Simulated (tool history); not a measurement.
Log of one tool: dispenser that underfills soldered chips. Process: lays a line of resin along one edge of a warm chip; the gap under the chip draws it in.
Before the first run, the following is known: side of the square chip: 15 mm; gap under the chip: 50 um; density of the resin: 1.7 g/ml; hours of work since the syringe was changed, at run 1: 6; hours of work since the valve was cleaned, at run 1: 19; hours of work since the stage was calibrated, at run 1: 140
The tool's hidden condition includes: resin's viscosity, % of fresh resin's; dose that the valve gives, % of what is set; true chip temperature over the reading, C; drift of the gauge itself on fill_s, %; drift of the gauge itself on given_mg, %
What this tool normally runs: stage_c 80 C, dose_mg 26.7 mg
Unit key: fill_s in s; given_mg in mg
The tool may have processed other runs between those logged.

run,hour,stage_c,dose_mg,hours of work since the syringe was changed,hours of work since the valve was cleaned,hours of work since the stage was calibrated,fill_s,given_mg
1,0.0,80,26.7,6,19,140,259.0,26.34
2,6.6,67,26.7,10,23,144,560.3,26.49
# hour 8.8: new syringe of resin
3,13.1,80,26.7,3,27,148,212.5,26.24
4,18.0,68,26.7,6,30,151,421.7,26.02
5,21.8,89,26.7,8,32,153,202.3,25.97
# hour 26.6: new syringe of resin
6,28.9,89,26.7,1,36,157,137.6,25.89
7,34.4,89,26.7,5,40,160,165.7,26.08
8,37.7,89,26.7,7,42,163,188.8,26.05
9,42.2,80,34.3,10,45,165,300.4,33.47
# hour 44.2: new syringe of resin
10,48.3,80,34.3,2,48,169,205.5,33.51
11,54.1,74,34.3,6,52,172,321.0,32.95
12,58.9,80,24.3,9,55,175,317.6,23.46
# hour 61.9: new syringe of resin
# hour 65.0: dispensing valve cleaned and set on the balance
13,65.9,80,24.3,2,1,179,209.2,24.24
14,69.2,80,24.3,4,3,181,234.4,24.22
15,75.4,88,32.0,8,6,185,200.3,31.86
# hour 81.1: new syringe of resin
16,81.4,74,27.6,0,10,188,239.7,27.60
17,85.0,72,26.7,2,12,190,300.6,26.51
18,91.5,72,26.7,6,16,194,371.2,26.39
19,94.6,72,26.7,8,18,196,408.4,26.36
20,97.5,72,26.7,10,20,198,460.1,26.49
# hour 98.9: new syringe of resin
21,101.7,76,28.5,2,22,201,238.0,28.24
22,107.4,76,28.5,5,26,204,283.7,28.11
23,113.9,84,31.8,9,30,208,253.9,31.19
# hour 116.6: new syringe of resin
24,118.5,65,33.4,1,32,211,366.6,32.90
25,125.3,92,26.7,5,37,215,154.8,26.37
26,129.2,92,26.7,8,39,217,175.7,26.16

Measured less the same run without the tool's hidden state. The same run-to-run variation is in both; the gauge's scatter may not be:
run,fill_s,given_mg
1,+70.7,-0.41
2,+234.7,-0.47
3,+28.8,-0.52
4,+112.8,-0.55
5,+72.3,-0.59
6,+8.5,-0.64
7,+37.0,-0.69
8,+57.9,-0.72
9,+120.7,-0.97
10,+24.0,-1.03
11,+88.5,-1.08
12,+123.9,-0.81
13,+18.4,-0.06
14,+43.2,-0.08
15,+68.1,-0.17
16,+3.3,-0.20
17,+37.7,-0.22
18,+111.8,-0.26
19,+151.5,-0.29
20,+197.7,-0.32
21,+18.7,-0.37
22,+68.4,-0.42
23,+99.2,-0.52
24,+21.9,-0.61
25,+39.6,-0.55
26,+61.3,-0.57
